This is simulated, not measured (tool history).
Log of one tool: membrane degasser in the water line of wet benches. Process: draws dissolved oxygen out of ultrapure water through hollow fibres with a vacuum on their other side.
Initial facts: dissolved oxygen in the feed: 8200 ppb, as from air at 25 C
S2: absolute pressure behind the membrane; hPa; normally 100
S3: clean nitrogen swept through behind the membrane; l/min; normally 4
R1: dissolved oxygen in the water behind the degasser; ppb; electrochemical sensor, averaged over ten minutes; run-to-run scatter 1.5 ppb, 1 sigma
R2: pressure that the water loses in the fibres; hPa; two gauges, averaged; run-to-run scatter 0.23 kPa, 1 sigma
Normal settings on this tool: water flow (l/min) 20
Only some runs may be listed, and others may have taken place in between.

run 1 hour=0 | water_flow_(l/min)=20 S2=100 S3=4 | R1=158.2 R2=578
run 2 hour=40.1 | water_flow_(l/min)=20 S2=100 S3=4 | R1=158.1 R2=580.4
run 3 hour=79.8 | water_flow_(l/min)=20 S2=100 S3=4 | R1=159.2 R2=581
run 4 hour=118.3 | water_flow_(l/min)=20 S2=100 S3=4 | R1=158.5 R2=583.7
run 5 hour=162.5 | water_flow_(l/min)=20 S2=100 S3=4 | R1=157.1 R2=579.7
run 6 hour=192.6 | water_flow_(l/min)=20 S2=100 S3=4 | R1=157 R2=579.5
run 7 hour=225.4 | water_flow_(l/min)=20 S2=100 S3=4 | R1=157.9 R2=586.7
run 8 hour=252.7 | water_flow_(l/min)=13 S2=100 S3=4 | R1=81.4 R2=375.7
run 9 hour=274.1 | water_flow_(l/min)=20 S2=100 S3=8.6 | R1=113.2 R2=586.2
run 10 hour=305.1 | water_flow_(l/min)=20 S2=198 S3=4 | R1=270.1 R2=582.1
run 11 hour=327.4 | water_flow_(l/min)=20 S2=198 S3=4 | R1=275 R2=577.9
-- hour=330.7 vacuum gauge calibrated
run 12 hour=352.5 | water_flow_(l/min)=21 S2=100 S3=4 | R1=171.1 R2=609.7
run 13 hour=386.7 | water_flow_(l/min)=21 S2=100 S3=4 | R1=170.1 R2=618.6
-- hour=398.4 vacuum gauge calibrated, once more
run 14 hour=422.6 | water_flow_(l/min)=15 S2=67 S3=4.32 | R1=66.8 R2=434.9
run 15 hour=464.7 | water_flow_(l/min)=20 S2=90 S3=4 | R1=147.7 R2=582.2

The next listed run, before its measurement:
run 16 hour=497.6 | water_flow_(l/min)=27 S2=84 S3=2.9 | R1=? R2=?

Run 16 yielded R1 255.2 ppb, R2 785.8 hPa.
Had the tool carried no hidden state, the very same run would have given R1 242.9 ppb, R2 770.3 hPa.
